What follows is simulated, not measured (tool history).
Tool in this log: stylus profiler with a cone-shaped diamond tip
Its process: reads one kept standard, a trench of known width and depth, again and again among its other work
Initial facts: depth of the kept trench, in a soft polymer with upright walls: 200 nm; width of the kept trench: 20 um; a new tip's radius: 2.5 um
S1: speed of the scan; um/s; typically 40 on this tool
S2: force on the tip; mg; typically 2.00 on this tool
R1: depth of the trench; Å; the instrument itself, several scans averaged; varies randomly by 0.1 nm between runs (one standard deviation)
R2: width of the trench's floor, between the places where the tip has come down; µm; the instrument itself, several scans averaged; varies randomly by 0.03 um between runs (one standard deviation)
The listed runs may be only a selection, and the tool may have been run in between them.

run     day   S1    S2      R1     R2
  1   0.000   40  2.00  2028.7  17.74
  2   0.750   40  2.00  2028.6  17.76
  3   1.300   40  2.00  2030.8  17.72
  4   2.004   40  2.00  2030.9  17.74
  5   2.721   40  2.00  2031.6  17.82
  6   3.167   40  2.00  2031.3  17.75
  7   3.575   57  2.00  2030.2  17.68
  8   4.325   13  2.00  2030.5  17.84
  9   5.033   13  2.00  2029.6  17.88
 10   5.571   13  2.00  2031.1  17.90
 11   6.075   40  1.90  2030.6  17.81
 12   6.729   40  1.90  2030.1  17.69
 13   7.062  121  2.00  2029.4  17.34
 14   7.808  121  2.00  2030.6  17.37
 15   8.292  121  2.00  2030.3  17.33
 16   8.712   40  2.00  2031.7  17.72
 17   9.375   19  2.00  2031.8  17.82
 18  10.012   40  2.00  2032.0  17.73
 19  10.388   40  2.00  2032.3  17.71
 20  10.700   99  2.26  2033.9  17.47
 21  11.329   76  4.28  2050.2  17.73
 22  11.738   76  4.28  2050.6  17.70
 23  12.371   76  4.28  2049.7  17.65
     12.462  -- height scale calibrated on a step standard
 24  12.954   39  1.98  2032.5  17.77
 25  13.412   39  1.98  2032.7  17.73
 26  13.929   39  1.98  2034.3  17.75
 27  14.262   26  2.13  2034.9  17.77
     14.454  -- height scale calibrated on a step standard, once more
 28  15.000  102  0.81  2015.5  17.15
 29  15.533  102  0.81  2014.8  17.14
 30  16.212   40  1.95  2027.3  17.66
 31  16.733   27  0.78  2015.9  17.67
 32  17.258   27  0.78  2018.1  17.70
 33  17.825   18  0.71  2014.7  17.70
 34  18.204   12  1.34  2021.9  17.77
 35  18.583   12  1.34  2022.5  17.80
 36  19.288   12  1.34  2023.1  17.80
 37  19.929   19  3.98  2045.3  17.81

4 options for the next run, each taken on its own from the tool as it stands now. Forecast them:
  A  20.692  42  2.42   ?   ?
  B  20.692  19  5.54   ?   ?
  C  20.692  55  2.00   ?   ?
  D  20.692  33  1.24   ?   ?

run      R1     R2
  A  2035.0  17.71
  B  2056.6  17.84
  C  2029.8  17.59
  D  2020.5  17.62
With no hidden state in the tool, these same runs would have given:
run      R1     R2
  A  2034.2  17.86
  B  2055.7  18.00
  C  2029.0  17.75
  D  2019.6  17.78
